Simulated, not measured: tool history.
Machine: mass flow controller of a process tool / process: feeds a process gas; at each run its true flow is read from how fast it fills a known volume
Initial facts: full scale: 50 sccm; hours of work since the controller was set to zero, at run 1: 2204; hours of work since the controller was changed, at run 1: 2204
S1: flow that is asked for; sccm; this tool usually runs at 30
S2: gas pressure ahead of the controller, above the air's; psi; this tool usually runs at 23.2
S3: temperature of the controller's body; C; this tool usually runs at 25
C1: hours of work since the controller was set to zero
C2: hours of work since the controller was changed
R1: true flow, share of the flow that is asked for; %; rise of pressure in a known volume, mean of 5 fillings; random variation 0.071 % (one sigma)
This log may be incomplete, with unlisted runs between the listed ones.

| run | hour | S1 | S2 | S3 | C1 | C2 | R1 |
|---|---|---|---|---|---|---|---|
| 1 | 0 | 30 | 23.2 | 25 | 2204 | 2204 | 100.18 |
| 2 | 199.8 | 30 | 23.2 | 25 | 2341 | 2341 | 100.26 |
| 3 | 296 | 30 | 23.2 | 25 | 2407 | 2407 | 100.18 |
| 4 | 476.7 | 30 | 23.2 | 25 | 2531 | 2531 | 100.31 |
| 5 | 587.8 | 30 | 23.2 | 25 | 2607 | 2607 | 100.33 |
| 6 | 762.4 | 30 | 23.2 | 25 | 2726 | 2726 | 100.31 |
| 7 | 881.3 | 30 | 23.2 | 25 | 2807 | 2807 | 100.36 |
| 8 | 1069 | 11 | 23.2 | 25 | 2936 | 2936 | 97.98 |
| 9 | 1169.7 | 30 | 23.2 | 25 | 3005 | 3005 | 100.2 |
| 10 | 1310.6 | 30 | 23.2 | 25 | 3101 | 3101 | 100.4 |
| 11 | 1411.2 | 30 | 23.2 | 25 | 3170 | 3170 | 100.47 |
| 12 | 1531.5 | 30 | 23.2 | 25 | 3252 | 3252 | 100.44 |
| 13 | 1671 | 30 | 23.2 | 25 | 3348 | 3348 | 100.52 |
| 14 | 1769.7 | 30 | 29.9 | 25 | 3415 | 3415 | 100.17 |
| 15 | 1853.4 | 30 | 23.2 | 34 | 3472 | 3472 | 100.12 |
|  | 1869.6 | controller's zero set anew |
| 16 | 1978.7 | 30 | 23.2 | 34 | 75 | 3558 | 99.37 |
| 17 | 2175.9 | 30 | 23.2 | 34 | 210 | 3693 | 99.56 |
| 18 | 2281.3 | 30 | 23.2 | 34 | 282 | 3765 | 99.44 |
| 19 | 2472.8 | 30 | 23.2 | 34 | 413 | 3896 | 99.46 |
| 20 | 2653.1 | 30 | 23.2 | 34 | 536 | 4019 | 99.34 |
| 21 | 2823.8 | 30 | 23.2 | 34 | 653 | 4136 | 99.51 |
| 22 | 2913.2 | 30 | 31.3 | 34 | 714 | 4197 | 99.09 |
|  | 2966.4 | controller's zero set anew, once more |
| 23 | 3100.7 | 30 | 31.3 | 34 | 92 | 4325 | 101.85 |
| 24 | 3186.9 | 30 | 31.3 | 34 | 151 | 4384 | 101.7 |
| 25 | 3356.7 | 30 | 24.4 | 31 | 267 | 4500 | 102.08 |
| 26 | 3558.3 | 37 | 24.4 | 28 | 405 | 4638 | 102.32 |
| 27 | 3724.4 | 8 | 23.2 | 25 | 519 | 4752 | 101.45 |
| 28 | 3831.9 | 12 | 23.2 | 35 | 592 | 4826 | 101.54 |
| 29 | 3949.1 | 12 | 23.2 | 35 | 672 | 4906 | 101.44 |
| 30 | 4094.2 | 10 | 28.4 | 25 | 772 | 5005 | 101.29 |

What will run 31 give?
| 31 | 4244.3 | 10 | 28.4 | 25 | 874 | 5108 | ? |

{"run 31": {"R1": 101.18}}
Had the tool carried no hidden state, the very same run would have given R1 99.49 %.

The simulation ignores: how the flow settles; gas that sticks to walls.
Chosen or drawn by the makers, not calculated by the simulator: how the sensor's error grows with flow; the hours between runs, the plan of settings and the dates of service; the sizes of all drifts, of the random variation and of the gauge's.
